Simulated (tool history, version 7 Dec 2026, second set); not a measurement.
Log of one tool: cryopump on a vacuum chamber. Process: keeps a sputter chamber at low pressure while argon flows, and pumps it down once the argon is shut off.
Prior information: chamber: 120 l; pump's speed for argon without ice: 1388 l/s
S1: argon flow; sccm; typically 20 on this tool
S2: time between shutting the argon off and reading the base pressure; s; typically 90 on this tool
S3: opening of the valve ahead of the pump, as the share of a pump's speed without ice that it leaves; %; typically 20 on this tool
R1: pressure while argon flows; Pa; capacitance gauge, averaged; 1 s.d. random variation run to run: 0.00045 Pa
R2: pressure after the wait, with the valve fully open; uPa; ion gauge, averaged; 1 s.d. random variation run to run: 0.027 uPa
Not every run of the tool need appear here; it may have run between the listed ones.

{"run": 1, "hour": 0.0, "S1": 20, "S2": 90, "S3": 20, "R1": 0.1252, "R2": 1.37}
{"run": 2, "hour": 77.7, "S1": 20, "S2": 90, "S3": 20, "R1": 0.1254, "R2": 1.45}
{"run": 3, "hour": 147.9, "S1": 20, "S2": 90, "S3": 20, "R1": 0.1262, "R2": 1.47}
{"run": 4, "hour": 208.2, "S1": 20, "S2": 90, "S3": 20, "R1": 0.1265, "R2": 1.53}
{"run": 5, "hour": 297.5, "S1": 13, "S2": 90, "S3": 20, "R1": 0.0833, "R2": 1.55}
{"run": 6, "hour": 400.4, "S1": 13, "S2": 90, "S3": 20, "R1": 0.0828, "R2": 1.6}
{"run": 7, "hour": 483.9, "S1": 13, "S2": 90, "S3": 20, "R1": 0.0839, "R2": 1.65}
{"run": 8, "hour": 564.6, "S1": 13, "S2": 90, "S3": 20, "R1": 0.0842, "R2": 1.71}
{"run": 9, "hour": 658.0, "S1": 8, "S2": 90, "S3": 20, "R1": 0.0521, "R2": 1.75}
{"run": 10, "hour": 727.2, "S1": 8, "S2": 90, "S3": 26, "R1": 0.041, "R2": 1.77}
{"hour": 749.7, "done": "pump warmed up, emptied and cooled again"}
{"run": 11, "hour": 796.5, "S1": 8, "S2": 90, "S3": 26, "R1": 0.0381, "R2": 1.59}
{"run": 12, "hour": 863.7, "S1": 8, "S2": 90, "S3": 26, "R1": 0.0376, "R2": 1.67}
{"run": 13, "hour": 949.9, "S1": 20, "S2": 90, "S3": 22, "R1": 0.1118, "R2": 1.66}
{"run": 14, "hour": 1020.8, "S1": 20, "S2": 90, "S3": 22, "R1": 0.1121, "R2": 1.69}
{"run": 15, "hour": 1071.6, "S1": 20, "S2": 90, "S3": 22, "R1": 0.1119, "R2": 1.66}
{"run": 16, "hour": 1171.6, "S1": 23, "S2": 276, "S3": 24, "R1": 0.119, "R2": 1.13}
{"run": 17, "hour": 1272.5, "S1": 20, "S2": 90, "S3": 38, "R1": 0.067, "R2": 1.79}
{"run": 18, "hour": 1351.4, "S1": 20, "S2": 90, "S3": 38, "R1": 0.0675, "R2": 1.85}
{"run": 19, "hour": 1401.7, "S1": 10, "S2": 77, "S3": 46, "R1": 0.0284, "R2": 2.07}
{"run": 20, "hour": 1488.6, "S1": 10, "S2": 158, "S3": 18, "R1": 0.0698, "R2": 1.55}
{"run": 21, "hour": 1565.3, "S1": 34, "S2": 158, "S3": 18, "R1": 0.237, "R2": 1.5}
{"run": 22, "hour": 1663.1, "S1": 10, "S2": 43, "S3": 15, "R1": 0.0838, "R2": 3.07}
{"run": 23, "hour": 1726.4, "S1": 16, "S2": 181, "S3": 20, "R1": 0.1026, "R2": 1.63}
{"run": 24, "hour": 1833.2, "S1": 20, "S2": 68, "S3": 22, "R1": 0.1167, "R2": 2.43}
{"hour": 1843.5, "done": "leaking fittings of the chamber tightened, without venting"}
{"run": 25, "hour": 1939.3, "S1": 12, "S2": 52, "S3": 49, "R1": 0.0348, "R2": 2.0}
{"run": 26, "hour": 1985.6, "S1": 10, "S2": 39, "S3": 25, "R1": 0.0524, "R2": 2.65}
{"run": 27, "hour": 2047.0, "S1": 27, "S2": 286, "S3": 38, "R1": 0.096, "R2": 0.66}

What does the tool deliver on the next run?
{"run": 28, "hour": 2161.5, "S1": 27, "S2": 286, "S3": 38, "R1": "?", "R2": "?"}

{"run 28": {"R1": 0.0987, "R2": 0.75}}
Were there no unlogged condition in the tool, this run, its random variation unchanged, would have produced R1 0.0870 Pa, R2 0.53 uPa.
